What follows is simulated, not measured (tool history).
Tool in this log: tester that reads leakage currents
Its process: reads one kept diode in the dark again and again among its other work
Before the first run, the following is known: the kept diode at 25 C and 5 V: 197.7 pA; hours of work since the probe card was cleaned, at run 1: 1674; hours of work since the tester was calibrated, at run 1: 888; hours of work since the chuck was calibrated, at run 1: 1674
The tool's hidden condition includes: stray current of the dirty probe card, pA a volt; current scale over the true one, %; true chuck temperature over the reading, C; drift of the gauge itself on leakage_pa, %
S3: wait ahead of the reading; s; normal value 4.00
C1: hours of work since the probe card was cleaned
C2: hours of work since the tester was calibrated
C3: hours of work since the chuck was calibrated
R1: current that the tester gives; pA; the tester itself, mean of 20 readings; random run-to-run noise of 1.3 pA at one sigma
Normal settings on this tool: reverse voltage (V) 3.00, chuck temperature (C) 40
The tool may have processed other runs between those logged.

{"run": 1, "day": 0.0, "reverse voltage (V)": 3.0, "chuck temperature (C)": 40, "S3": 4.0, "C1": 1674, "C2": 888, "C3": 1674, "R1": 446.39}
{"run": 2, "day": 1.062, "reverse voltage (V)": 3.33, "chuck temperature (C)": 40, "S3": 4.0, "C1": 1689, "C2": 904, "C3": 1689, "R1": 466.46}
{"run": 3, "day": 2.2, "reverse voltage (V)": 3.33, "chuck temperature (C)": 40, "S3": 4.0, "C1": 1707, "C2": 921, "C3": 1707, "R1": 466.93}
{"run": 4, "day": 3.154, "reverse voltage (V)": 3.0, "chuck temperature (C)": 22, "S3": 4.0, "C1": 1721, "C2": 935, "C3": 1721, "R1": 127.45}
{"run": 5, "day": 4.079, "reverse voltage (V)": 3.0, "chuck temperature (C)": 22, "S3": 4.0, "C1": 1735, "C2": 949, "C3": 1735, "R1": 127.82}
{"run": 6, "day": 5.054, "reverse voltage (V)": 3.0, "chuck temperature (C)": 21, "S3": 4.0, "C1": 1749, "C2": 963, "C3": 1749, "R1": 118.73}
{"run": 7, "day": 6.375, "reverse voltage (V)": 3.0, "chuck temperature (C)": 21, "S3": 4.0, "C1": 1769, "C2": 983, "C3": 1769, "R1": 119.2}
{"run": 8, "day": 7.133, "reverse voltage (V)": 3.0, "chuck temperature (C)": 30, "S3": 4.0, "C1": 1780, "C2": 995, "C3": 1780, "R1": 226.84}
{"run": 9, "day": 7.962, "reverse voltage (V)": 3.0, "chuck temperature (C)": 30, "S3": 4.0, "C1": 1793, "C2": 1007, "C3": 1793, "R1": 227.58}
{"run": 10, "day": 8.971, "reverse voltage (V)": 3.0, "chuck temperature (C)": 30, "S3": 4.0, "C1": 1808, "C2": 1022, "C3": 1808, "R1": 226.98}
{"run": 11, "day": 9.604, "reverse voltage (V)": 3.0, "chuck temperature (C)": 40, "S3": 4.0, "C1": 1817, "C2": 1032, "C3": 1817, "R1": 444.27}
{"run": 12, "day": 10.267, "reverse voltage (V)": 3.0, "chuck temperature (C)": 39, "S3": 4.0, "C1": 1827, "C2": 1042, "C3": 1827, "R1": 420.2}
{"run": 13, "day": 11.179, "reverse voltage (V)": 3.0, "chuck temperature (C)": 39, "S3": 4.0, "C1": 1841, "C2": 1055, "C3": 1841, "R1": 415.5}
{"run": 14, "day": 11.954, "reverse voltage (V)": 8.86, "chuck temperature (C)": 40, "S3": 4.0, "C1": 1853, "C2": 1067, "C3": 1853, "R1": 703.97}
{"run": 15, "day": 13.162, "reverse voltage (V)": 3.0, "chuck temperature (C)": 40, "S3": 4.0, "C1": 1871, "C2": 1085, "C3": 1871, "R1": 446.63}
{"run": 16, "day": 14.3, "reverse voltage (V)": 3.0, "chuck temperature (C)": 40, "S3": 5.13, "C1": 1888, "C2": 1102, "C3": 1888, "R1": 447.04}
{"run": 17, "day": 14.992, "reverse voltage (V)": 10.78, "chuck temperature (C)": 40, "S3": 4.0, "C1": 1898, "C2": 1112, "C3": 1898, "R1": 764.92}
{"run": 18, "day": 16.312, "reverse voltage (V)": 3.27, "chuck temperature (C)": 40, "S3": 4.0, "C1": 1918, "C2": 1132, "C3": 1918, "R1": 460.45}
{"run": 19, "day": 17.154, "reverse voltage (V)": 3.0, "chuck temperature (C)": 29, "S3": 4.0, "C1": 1930, "C2": 1145, "C3": 1930, "R1": 212.75}
{"run": 20, "day": 18.262, "reverse voltage (V)": 3.0, "chuck temperature (C)": 40, "S3": 4.0, "C1": 1947, "C2": 1161, "C3": 1947, "R1": 446.67}
{"run": 21, "day": 18.925, "reverse voltage (V)": 2.46, "chuck temperature (C)": 38, "S3": 0.83, "C1": 1957, "C2": 1171, "C3": 1957, "R1": 359.23}
{"run": 22, "day": 19.583, "reverse voltage (V)": 7.98, "chuck temperature (C)": 27, "S3": 0.31, "C1": 1967, "C2": 1181, "C3": 1967, "R1": 279.67}
{"run": 23, "day": 20.454, "reverse voltage (V)": 2.19, "chuck temperature (C)": 39, "S3": 0.31, "C1": 1980, "C2": 1194, "C3": 1980, "R1": 364.63}
{"run": 24, "day": 21.842, "reverse voltage (V)": 2.19, "chuck temperature (C)": 39, "S3": 0.31, "C1": 2001, "C2": 1215, "C3": 2001, "R1": 367.69}
{"run": 25, "day": 23.362, "reverse voltage (V)": 2.19, "chuck temperature (C)": 39, "S3": 0.31, "C1": 2023, "C2": 1238, "C3": 2023, "R1": 368.6}
{"run": 26, "day": 24.342, "reverse voltage (V)": 1.14, "chuck temperature (C)": 35, "S3": 7.76, "C1": 2038, "C2": 1252, "C3": 2038, "R1": 213.07}
{"run": 27, "day": 25.321, "reverse voltage (V)": 3.0, "chuck temperature (C)": 40, "S3": 8.14, "C1": 2053, "C2": 1267, "C3": 2053, "R1": 448.24}
{"run": 28, "day": 26.146, "reverse voltage (V)": 3.0, "chuck temperature (C)": 25, "S3": 2.06, "C1": 2065, "C2": 1279, "C3": 2065, "R1": 158.4}
{"run": 29, "day": 27.2, "reverse voltage (V)": 3.0, "chuck temperature (C)": 25, "S3": 2.06, "C1": 2081, "C2": 1295, "C3": 2081, "R1": 159.28}
{"run": 30, "day": 28.654, "reverse voltage (V)": 5.1, "chuck temperature (C)": 40, "S3": 4.0, "C1": 2103, "C2": 1317, "C3": 2103, "R1": 556.91}
{"run": 31, "day": 30.004, "reverse voltage (V)": 1.96, "chuck temperature (C)": 40, "S3": 4.0, "C1": 2123, "C2": 1337, "C3": 2123, "R1": 372.41}
{"run": 32, "day": 30.788, "reverse voltage (V)": 3.2, "chuck temperature (C)": 40, "S3": 8.09, "C1": 2135, "C2": 1349, "C3": 2135, "R1": 459.26}
{"run": 33, "day": 31.712, "reverse voltage (V)": 2.24, "chuck temperature (C)": 22, "S3": 8.09, "C1": 2148, "C2": 1363, "C3": 2148, "R1": 113.06}
{"run": 34, "day": 32.371, "reverse voltage (V)": 4.65, "chuck temperature (C)": 40, "S3": 4.0, "C1": 2158, "C2": 1372, "C3": 2158, "R1": 537.0}
{"run": 35, "day": 33.692, "reverse voltage (V)": 1.14, "chuck temperature (C)": 53, "S3": 0.43, "C1": 2178, "C2": 1392, "C3": 2178, "R1": 667.09}
{"run": 36, "day": 34.712, "reverse voltage (V)": 1.01, "chuck temperature (C)": 40, "S3": 4.0, "C1": 2193, "C2": 1408, "C3": 2193, "R1": 280.53}
{"run": 37, "day": 35.7, "reverse voltage (V)": 3.0, "chuck temperature (C)": 28, "S3": 0.39, "C1": 2208, "C2": 1422, "C3": 2208, "R1": 198.04}
{"run": 38, "day": 36.867, "reverse voltage (V)": 3.9, "chuck temperature (C)": 34, "S3": 0.39, "C1": 2226, "C2": 1440, "C3": 2226, "R1": 335.85}
{"day": 37.758, "done": "chuck's temperature calibrated"}
{"run": 39, "day": 38.442, "reverse voltage (V)": 3.0, "chuck temperature (C)": 56, "S3": 0.42, "C1": 2248, "C2": 1462, "C3": 10, "R1": 1214.35}

What would each run have given without the hidden state, its run-to-run variation left as it was?
run=1 R1=447.10
run=2 R1=467.21
run=3 R1=467.68
run=4 R1=127.61
run=5 R1=127.99
run=6 R1=118.87
run=7 R1=119.35
run=8 R1=227.20
run=9 R1=227.95
run=10 R1=227.35
run=11 R1=445.05
run=12 R1=420.93
run=13 R1=416.23
run=14 R1=705.07
run=15 R1=447.44
run=16 R1=447.86
run=17 R1=766.10
run=18 R1=461.30
run=19 R1=213.12
run=20 R1=447.51
run=21 R1=359.92
run=22 R1=280.00
run=23 R1=365.34
run=24 R1=368.42
run=25 R1=369.34
run=26 R1=213.52
run=27 R1=449.13
run=28 R1=158.67
run=29 R1=159.56
run=30 R1=557.99
run=31 R1=373.20
run=32 R1=460.21
run=33 R1=113.27
run=34 R1=538.08
run=35 R1=668.53
run=36 R1=281.17
run=37 R1=198.43
run=38 R1=336.53
run=39 R1=1214.45
